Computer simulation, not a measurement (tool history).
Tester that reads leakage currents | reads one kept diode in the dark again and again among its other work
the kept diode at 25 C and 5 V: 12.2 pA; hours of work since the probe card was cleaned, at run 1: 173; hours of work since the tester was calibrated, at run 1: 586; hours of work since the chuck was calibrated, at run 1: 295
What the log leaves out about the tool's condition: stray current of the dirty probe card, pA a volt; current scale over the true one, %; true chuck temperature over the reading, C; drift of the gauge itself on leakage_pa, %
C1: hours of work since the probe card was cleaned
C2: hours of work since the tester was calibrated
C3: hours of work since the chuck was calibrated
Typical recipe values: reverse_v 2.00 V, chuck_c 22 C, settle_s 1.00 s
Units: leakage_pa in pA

Run 1, day 0.000: usual settings; C1 173; C2 586; C3 295. Result: leakage_pa 7.27 pA.
Run 2, day 1.304: usual settings but reverse_v 5.79 V; C1 196; C2 609; C3 317. Result: leakage_pa 12.22 pA.
Run 3, day 2.254: usual settings but reverse_v 5.79 V; C1 212; C2 625; C3 333. Result: leakage_pa 12.33 pA.
Run 4, day 2.992: usual settings but reverse_v 5.79 V, chuck_c 26 C; C1 225; C2 638; C3 346. Result: leakage_pa 16.81 pA.
Run 5, day 4.238: usual settings; C1 246; C2 659; C3 368. Result: leakage_pa 7.37 pA.
Run 6, day 5.304: usual settings; C1 265; C2 678; C3 386. Result: leakage_pa 7.41 pA.
Run 7, day 6.279: usual settings; C1 281; C2 694; C3 403. Result: leakage_pa 7.55 pA.
Run 8, day 7.379: usual settings; C1 300; C2 713; C3 422. Result: leakage_pa 7.51 pA.
Run 9, day 8.229: usual settings; C1 315; C2 728; C3 436. Result: leakage_pa 7.52 pA.
Run 10, day 9.238: usual settings; C1 333; C2 745; C3 454. Result: leakage_pa 7.48 pA.
Run 11, day 10.021: usual settings; C1 346; C2 759; C3 467. Result: leakage_pa 7.54 pA.
Run 12, day 11.088: usual settings; C1 364; C2 777; C3 486. Result: leakage_pa 7.57 pA.
Run 13, day 12.008: usual settings; C1 380; C2 793; C3 502. Result: leakage_pa 7.55 pA.
Run 14, day 13.242: usual settings; C1 402; C2 814; C3 523. Result: leakage_pa 7.63 pA.
Run 15, day 14.625: usual settings; C1 425; C2 838; C3 547. Result: leakage_pa 7.63 pA.
Run 16, day 15.479: usual settings but reverse_v 3.10 V, chuck_c 26 C, settle_s 2.40 s; C1 440; C2 853; C3 561. Result: leakage_pa 12.68 pA.
Run 17, day 17.096: usual settings but reverse_v 2.55 V, chuck_c 30 C, settle_s 0.84 s; C1 468; C2 881; C3 589. Result: leakage_pa 16.20 pA.
Run 18, day 18.329: usual settings but reverse_v 2.94 V, chuck_c 26 C, settle_s 6.21 s; C1 489; C2 902; C3 611. Result: leakage_pa 12.18 pA.
Run 19, day 19.400: usual settings but reverse_v 1.10 V, chuck_c 23 C, settle_s 0.88 s; C1 508; C2 920; C3 629. Result: leakage_pa 6.36 pA.
Run 20, day 20.150: usual settings but reverse_v 1.10 V, chuck_c 49 C, settle_s 3.24 s; C1 521; C2 933; C3 642. Result: leakage_pa 47.77 pA.
Run 21, day 21.475: usual settings but reverse_v 11.86 V, chuck_c 43 C, settle_s 1.32 s; C1 543; C2 956; C3 665. Result: leakage_pa 88.03 pA.
Run 22, day 22.771: usual settings but chuck_c 23 C; C1 566; C2 979; C3 687. Result: leakage_pa 8.54 pA.
Run 23, day 23.908: usual settings but reverse_v 14.83 V, chuck_c 33 C, settle_s 6.14 s; C1 585; C2 998; C3 707. Result: leakage_pa 46.38 pA.
Run 24, day 25.375: usual settings but chuck_c 50 C, settle_s 5.14 s; C1 611; C2 1024; C3 732. Result: leakage_pa 67.08 pA.
Run 25, day 26.529: usual settings but reverse_v 6.86 V, chuck_c 51 C, settle_s 0.78 s; C1 631; C2 1043; C3 752. Result: leakage_pa 124.86 pA.
Run 26, day 27.862: usual settings but reverse_v 12.37 V, chuck_c 34 C, settle_s 2.84 s; C1 654; C2 1066; C3 775. Result: leakage_pa 46.93 pA.
Run 27, day 28.733: usual settings but reverse_v 12.37 V, chuck_c 34 C, settle_s 2.84 s; C1 669; C2 1081; C3 790. Result: leakage_pa 47.19 pA.
Run 28, day 29.683: usual settings but reverse_v 6.51 V, chuck_c 31 C, settle_s 0.38 s; C1 685; C2 1098; C3 806. Result: leakage_pa 30.73 pA.
Run 29, day 30.696: usual settings but reverse_v 15.28 V, chuck_c 44 C, settle_s 0.31 s; C1 702; C2 1115; C3 824. Result: leakage_pa 116.48 pA.
Run 30, day 32.492: usual settings but reverse_v 16.64 V, chuck_c 20 C, settle_s 2.94 s; C1 733; C2 1146; C3 855. Result: leakage_pa 21.92 pA.

For some of the steps in leakage_pa from one run to the next: how much would appear even if the tool had no hidden state, given the settings, what came in and random variation, and how much remains for the hidden state plus any gauge scatter that the measured result and the result without hidden state don't share?
Run 21 -> 22: reverse_v 11.86 -> 2.00, chuck_c 43 -> 23, settle_s 1.32 -> 1.00. leakage_pa -79.49 pA: hidden state -7.75, all else -71.74.
Run 28 -> 29: reverse_v 6.51 -> 15.28, chuck_c 31 -> 44, settle_s 0.38 -> 0.31. leakage_pa +85.75 pA: hidden state +9.27, all else +76.48.
Run 29 -> 30: reverse_v 15.28 -> 16.64, chuck_c 44 -> 20, settle_s 0.31 -> 2.94. leakage_pa -94.56 pA: hidden state -6.32, all else -88.24.

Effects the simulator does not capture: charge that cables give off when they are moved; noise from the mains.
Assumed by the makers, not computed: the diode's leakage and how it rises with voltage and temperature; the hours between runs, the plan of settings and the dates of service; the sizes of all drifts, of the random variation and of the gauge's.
